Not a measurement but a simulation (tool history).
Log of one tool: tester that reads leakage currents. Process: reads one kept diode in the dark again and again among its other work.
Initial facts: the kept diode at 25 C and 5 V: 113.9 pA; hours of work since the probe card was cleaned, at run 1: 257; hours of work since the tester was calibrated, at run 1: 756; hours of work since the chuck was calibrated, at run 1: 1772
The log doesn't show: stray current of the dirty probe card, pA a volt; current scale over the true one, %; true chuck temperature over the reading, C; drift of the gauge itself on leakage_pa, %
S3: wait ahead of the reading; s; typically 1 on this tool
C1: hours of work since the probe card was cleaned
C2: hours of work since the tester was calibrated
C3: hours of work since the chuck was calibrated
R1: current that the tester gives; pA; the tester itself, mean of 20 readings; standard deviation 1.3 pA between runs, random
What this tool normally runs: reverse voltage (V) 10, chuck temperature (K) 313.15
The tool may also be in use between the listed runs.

{"run": 1, "hour": 0.0, "reverse voltage (V)": 10, "chuck temperature (K)": 313.15, "S3": 1, "C1": 257, "C2": 756, "C3": 1772, "R1": 378.44}
{"run": 2, "hour": 14.1, "reverse voltage (V)": 10, "chuck temperature (K)": 313.15, "S3": 1, "C1": 266, "C2": 765, "C3": 1781, "R1": 381.05}
{"run": 3, "hour": 36.9, "reverse voltage (V)": 10, "chuck temperature (K)": 313.15, "S3": 1, "C1": 281, "C2": 780, "C3": 1796, "R1": 381.7}
{"run": 4, "hour": 56.6, "reverse voltage (V)": 3.3, "chuck temperature (K)": 313.15, "S3": 1, "C1": 294, "C2": 793, "C3": 1809, "R1": 258.47}
{"run": 5, "hour": 81.4, "reverse voltage (V)": 3.3, "chuck temperature (K)": 313.15, "S3": 1, "C1": 310, "C2": 809, "C3": 1825, "R1": 257.72}
{"run": 6, "hour": 114.3, "reverse voltage (V)": 3.3, "chuck temperature (K)": 313.15, "S3": 1, "C1": 331, "C2": 830, "C3": 1846, "R1": 257.21}
{"run": 7, "hour": 137.9, "reverse voltage (V)": 3.3, "chuck temperature (K)": 313.15, "S3": 1, "C1": 346, "C2": 845, "C3": 1861, "R1": 256.91}
{"run": 8, "hour": 151.6, "reverse voltage (V)": 10, "chuck temperature (K)": 307.15, "S3": 1, "C1": 355, "C2": 854, "C3": 1870, "R1": 253.47}
{"run": 9, "hour": 168.8, "reverse voltage (V)": 10, "chuck temperature (K)": 307.15, "S3": 1, "C1": 366, "C2": 865, "C3": 1881, "R1": 254.27}
{"run": 10, "hour": 185.9, "reverse voltage (V)": 10, "chuck temperature (K)": 307.15, "S3": 1, "C1": 377, "C2": 876, "C3": 1892, "R1": 253.15}
{"run": 11, "hour": 206.9, "reverse voltage (V)": 10, "chuck temperature (K)": 307.15, "S3": 1, "C1": 390, "C2": 890, "C3": 1905, "R1": 253.27}
{"run": 12, "hour": 235.7, "reverse voltage (V)": 10, "chuck temperature (K)": 307.15, "S3": 1, "C1": 409, "C2": 908, "C3": 1924, "R1": 253.88}
{"run": 13, "hour": 253.5, "reverse voltage (V)": 2.4, "chuck temperature (K)": 295.15, "S3": 5.46, "C1": 420, "C2": 919, "C3": 1935, "R1": 63.51}
{"run": 14, "hour": 279.2, "reverse voltage (V)": 10, "chuck temperature (K)": 333.15, "S3": 0.51, "C1": 437, "C2": 936, "C3": 1952, "R1": 1357.68}
{"run": 15, "hour": 304.0, "reverse voltage (V)": 10, "chuck temperature (K)": 333.15, "S3": 0.51, "C1": 453, "C2": 952, "C3": 1968, "R1": 1348.92}

3 ways to go on from here, each from the tool as it stands after run 15. What would each give?
{"run": "A", "hour": 323.8, "reverse voltage (V)": 2.3, "chuck temperature (K)": 294.15, "S3": 0.4, "C1": 466, "C2": 965, "C3": 1981, "R1": "?"}
{"run": "B", "hour": 323.8, "reverse voltage (V)": 3.9, "chuck temperature (K)": 303.15, "S3": 1, "C1": 466, "C2": 965, "C3": 1981, "R1": "?"}
{"run": "C", "hour": 323.8, "reverse voltage (V)": 4.6, "chuck temperature (K)": 311.15, "S3": 1, "C1": 466, "C2": 965, "C3": 1981, "R1": "?"}

run=A R1=58.23
run=B R1=136.07
run=C R1=251.77
Take away the tool's hidden state, keep each run's random variation, and the runs would have read:
run=A R1=64.82
run=B R1=151.19
run=C R1=279.36

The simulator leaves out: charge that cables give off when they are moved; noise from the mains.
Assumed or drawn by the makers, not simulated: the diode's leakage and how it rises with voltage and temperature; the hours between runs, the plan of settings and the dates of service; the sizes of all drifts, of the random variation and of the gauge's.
